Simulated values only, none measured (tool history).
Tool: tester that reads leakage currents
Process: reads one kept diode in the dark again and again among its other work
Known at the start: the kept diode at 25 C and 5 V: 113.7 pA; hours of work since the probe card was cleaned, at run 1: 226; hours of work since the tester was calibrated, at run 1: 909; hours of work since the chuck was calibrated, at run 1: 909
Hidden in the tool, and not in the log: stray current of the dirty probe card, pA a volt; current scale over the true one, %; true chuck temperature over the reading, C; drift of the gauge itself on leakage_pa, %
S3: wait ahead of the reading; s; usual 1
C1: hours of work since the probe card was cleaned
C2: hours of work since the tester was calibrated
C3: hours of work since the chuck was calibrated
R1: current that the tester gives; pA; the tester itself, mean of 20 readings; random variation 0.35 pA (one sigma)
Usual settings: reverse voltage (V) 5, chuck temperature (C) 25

{"run": 1, "hour": 0.0, "reverse voltage (V)": 5, "chuck temperature (C)": 25, "S3": 1, "C1": 226, "C2": 909, "C3": 909, "R1": 105.43}
{"run": 2, "hour": 66.0, "reverse voltage (V)": 10.12, "chuck temperature (C)": 25, "S3": 1, "C1": 275, "C2": 957, "C3": 957, "R1": 143.58}
{"run": 3, "hour": 108.4, "reverse voltage (V)": 10.12, "chuck temperature (C)": 25, "S3": 1, "C1": 306, "C2": 989, "C3": 989, "R1": 142.93}
{"run": 4, "hour": 165.7, "reverse voltage (V)": 5, "chuck temperature (C)": 25, "S3": 1, "C1": 348, "C2": 1031, "C3": 1031, "R1": 104.69}
{"run": 5, "hour": 237.0, "reverse voltage (V)": 5, "chuck temperature (C)": 25, "S3": 1, "C1": 401, "C2": 1083, "C3": 1083, "R1": 104.79}
{"run": 6, "hour": 309.8, "reverse voltage (V)": 19.31, "chuck temperature (C)": 25, "S3": 1, "C1": 455, "C2": 1137, "C3": 1137, "R1": 193.18}
{"hour": 317.8, "done": "chuck's temperature calibrated"}
{"run": 7, "hour": 350.6, "reverse voltage (V)": 19.31, "chuck temperature (C)": 25, "S3": 1, "C1": 483, "C2": 1166, "C3": 24, "R1": 182.4}
{"run": 8, "hour": 401.6, "reverse voltage (V)": 19.31, "chuck temperature (C)": 25, "S3": 1, "C1": 521, "C2": 1204, "C3": 62, "R1": 182.55}
{"run": 9, "hour": 460.5, "reverse voltage (V)": 19.31, "chuck temperature (C)": 25, "S3": 1, "C1": 565, "C2": 1247, "C3": 105, "R1": 182.59}
{"run": 10, "hour": 501.1, "reverse voltage (V)": 5, "chuck temperature (C)": 25, "S3": 0.4, "C1": 595, "C2": 1277, "C3": 135, "R1": 100.05}
{"run": 11, "hour": 553.5, "reverse voltage (V)": 5, "chuck temperature (C)": 25, "S3": 0.4, "C1": 633, "C2": 1316, "C3": 174, "R1": 99.22}
{"hour": 608.2, "done": "chuck's temperature calibrated, once more"}
{"run": 12, "hour": 608.2, "reverse voltage (V)": 5, "chuck temperature (C)": 25, "S3": 0.4, "C1": 672, "C2": 1355, "C3": 0, "R1": 124.48}
{"run": 13, "hour": 642.6, "reverse voltage (V)": 1.29, "chuck temperature (C)": 25, "S3": 0.4, "C1": 697, "C2": 1380, "C3": 25, "R1": 67.62}

4 ways to go on from here, each from the tool as it stands after run 13. What would each give?
{"run": "A", "hour": 678.0, "reverse voltage (V)": 1.76, "chuck temperature (C)": 34, "S3": 0.4, "C1": 724, "C2": 1406, "C3": 52, "R1": "?"}
{"run": "B", "hour": 678.0, "reverse voltage (V)": 5.97, "chuck temperature (C)": 28, "S3": 7.93, "C1": 724, "C2": 1406, "C3": 52, "R1": "?"}
{"run": "C", "hour": 678.0, "reverse voltage (V)": 2.69, "chuck temperature (C)": 56, "S3": 0.63, "C1": 724, "C2": 1406, "C3": 52, "R1": "?"}
{"run": "D", "hour": 678.0, "reverse voltage (V)": 1.29, "chuck temperature (C)": 41, "S3": 0.4, "C1": 724, "C2": 1406, "C3": 52, "R1": "?"}

run=A R1=151.79
run=B R1=160.28
run=C R1=821.87
run=D R1=219.44
Without the tool's hidden state the same runs would have given:
run=A R1=150.14
run=B R1=154.72
run=C R1=818.54
run=D R1=218.18

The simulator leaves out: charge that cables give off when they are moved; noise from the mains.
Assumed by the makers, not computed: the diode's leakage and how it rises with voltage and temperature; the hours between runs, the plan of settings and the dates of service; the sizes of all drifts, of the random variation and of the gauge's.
